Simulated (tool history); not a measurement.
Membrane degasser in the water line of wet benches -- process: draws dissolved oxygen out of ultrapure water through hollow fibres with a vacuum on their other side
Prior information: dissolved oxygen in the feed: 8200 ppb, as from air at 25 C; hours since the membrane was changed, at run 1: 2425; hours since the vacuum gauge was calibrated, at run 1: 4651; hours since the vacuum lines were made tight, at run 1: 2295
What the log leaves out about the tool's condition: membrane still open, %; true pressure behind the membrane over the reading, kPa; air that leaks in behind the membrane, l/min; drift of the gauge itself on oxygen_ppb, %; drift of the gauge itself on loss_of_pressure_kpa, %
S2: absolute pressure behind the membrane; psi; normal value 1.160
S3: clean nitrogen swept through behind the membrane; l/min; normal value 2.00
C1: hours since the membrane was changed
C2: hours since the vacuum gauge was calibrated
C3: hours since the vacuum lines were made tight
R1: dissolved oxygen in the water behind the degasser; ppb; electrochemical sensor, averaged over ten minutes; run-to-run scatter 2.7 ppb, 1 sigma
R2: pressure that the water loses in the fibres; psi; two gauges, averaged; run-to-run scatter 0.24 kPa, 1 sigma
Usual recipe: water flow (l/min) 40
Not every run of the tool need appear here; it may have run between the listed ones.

{"run": 1, "hour": 0.0, "water flow (l/min)": 40, "S2": 1.16, "S3": 2.0, "C1": 2425, "C2": 4651, "C3": 2295, "R1": 356.4, "R2": 9.045}
{"run": 2, "hour": 53.3, "water flow (l/min)": 40, "S2": 1.285, "S3": 2.0, "C1": 2479, "C2": 4704, "C3": 2348, "R1": 389.4, "R2": 9.031}
{"run": 3, "hour": 100.0, "water flow (l/min)": 40, "S2": 1.285, "S3": 2.0, "C1": 2525, "C2": 4751, "C3": 2395, "R1": 396.3, "R2": 9.062}
{"run": 4, "hour": 179.3, "water flow (l/min)": 40, "S2": 1.285, "S3": 2.0, "C1": 2605, "C2": 4830, "C3": 2474, "R1": 395.4, "R2": 8.971}
{"run": 5, "hour": 258.4, "water flow (l/min)": 40, "S2": 1.285, "S3": 2.0, "C1": 2684, "C2": 4909, "C3": 2553, "R1": 393.6, "R2": 8.994}
{"run": 6, "hour": 332.1, "water flow (l/min)": 40, "S2": 1.285, "S3": 2.0, "C1": 2758, "C2": 4983, "C3": 2627, "R1": 395.4, "R2": 9.071}
{"run": 7, "hour": 403.3, "water flow (l/min)": 40, "S2": 1.285, "S3": 2.0, "C1": 2829, "C2": 5054, "C3": 2698, "R1": 387.5, "R2": 9.046}
{"run": 8, "hour": 468.4, "water flow (l/min)": 40, "S2": 1.16, "S3": 1.03, "C1": 2894, "C2": 5119, "C3": 2763, "R1": 512.7, "R2": 9.011}
{"run": 9, "hour": 527.3, "water flow (l/min)": 40, "S2": 2.45, "S3": 2.0, "C1": 2953, "C2": 5178, "C3": 2822, "R1": 712.3, "R2": 9.037}
{"run": 10, "hour": 585.2, "water flow (l/min)": 40, "S2": 2.45, "S3": 2.0, "C1": 3011, "C2": 5236, "C3": 2880, "R1": 726.1, "R2": 9.026}
{"run": 11, "hour": 640.3, "water flow (l/min)": 40, "S2": 2.45, "S3": 2.0, "C1": 3066, "C2": 5291, "C3": 2935, "R1": 719.9, "R2": 8.972}
{"run": 12, "hour": 713.4, "water flow (l/min)": 35, "S2": 1.16, "S3": 2.0, "C1": 3139, "C2": 5364, "C3": 3008, "R1": 308.8, "R2": 7.876}
{"run": 13, "hour": 775.3, "water flow (l/min)": 35, "S2": 1.16, "S3": 2.0, "C1": 3201, "C2": 5426, "C3": 3070, "R1": 305.3, "R2": 7.918}
{"run": 14, "hour": 821.5, "water flow (l/min)": 52, "S2": 1.909, "S3": 3.36, "C1": 3247, "C2": 5472, "C3": 3117, "R1": 560.9, "R2": 11.818}
{"run": 15, "hour": 914.4, "water flow (l/min)": 43, "S2": 0.918, "S3": 3.91, "C1": 3340, "C2": 5565, "C3": 3209, "R1": 254.7, "R2": 9.774}
{"run": 16, "hour": 993.2, "water flow (l/min)": 44, "S2": 1.16, "S3": 3.56, "C1": 3419, "C2": 5644, "C3": 3288, "R1": 319.7, "R2": 9.889}
{"hour": 1000.8, "done": "vacuum gauge calibrated"}
{"run": 17, "hour": 1049.3, "water flow (l/min)": 44, "S2": 1.16, "S3": 2.07, "C1": 3474, "C2": 48, "C3": 3344, "R1": 411.8, "R2": 9.986}
{"run": 18, "hour": 1119.7, "water flow (l/min)": 39, "S2": 1.378, "S3": 1.88, "C1": 3545, "C2": 119, "C3": 3414, "R1": 432.9, "R2": 8.91}
{"run": 19, "hour": 1159.4, "water flow (l/min)": 39, "S2": 1.378, "S3": 1.41, "C1": 3584, "C2": 159, "C3": 3454, "R1": 506.6, "R2": 8.837}
{"run": 20, "hour": 1226.4, "water flow (l/min)": 29, "S2": 1.112, "S3": 3.87, "C1": 3651, "C2": 226, "C3": 3521, "R1": 163.6, "R2": 6.579}
{"run": 21, "hour": 1268.4, "water flow (l/min)": 44, "S2": 1.286, "S3": 2.0, "C1": 3693, "C2": 268, "C3": 3563, "R1": 455.8, "R2": 9.957}
{"hour": 1343.7, "done": "vacuum gauge calibrated, once more"}
{"run": 22, "hour": 1348.5, "water flow (l/min)": 30, "S2": 2.772, "S3": 2.0, "C1": 3773, "C2": 5, "C3": 3643, "R1": 599.3, "R2": 6.881}
{"run": 23, "hour": 1426.4, "water flow (l/min)": 31, "S2": 1.732, "S3": 2.02, "C1": 3851, "C2": 83, "C3": 3720, "R1": 383.8, "R2": 7.033}

Here are 4 independent what-if runs from the current tool condition. What would each one return?
{"run": "A", "hour": 1516.6, "water flow (l/min)": 28, "S2": 1.732, "S3": 0.83, "C1": 3941, "C2": 173, "C3": 3811, "R1": "?", "R2": "?"}
{"run": "B", "hour": 1516.6, "water flow (l/min)": 49, "S2": 1.186, "S3": 1.43, "C1": 3941, "C2": 173, "C3": 3811, "R1": "?", "R2": "?"}
{"run": "C", "hour": 1516.6, "water flow (l/min)": 29, "S2": 1.732, "S3": 2.02, "C1": 3941, "C2": 173, "C3": 3811, "R1": "?", "R2": "?"}
{"run": "D", "hour": 1516.6, "water flow (l/min)": 40, "S2": 2.814, "S3": 1.02, "C1": 3941, "C2": 173, "C3": 3811, "R1": "?", "R2": "?"}

run=A R1=643.6 R2=6.353
run=B R1=543.6 R2=11.180
run=C R1=357.7 R2=6.582
run=D R1=1247.7 R2=9.100
Stripped of hidden state, with their random variation kept, the same runs would have yielded:
run=A R1=629.6 R2=6.171
run=B R1=519.2 R2=10.862
run=C R1=343.6 R2=6.395
run=D R1=1229.2 R2=8.840
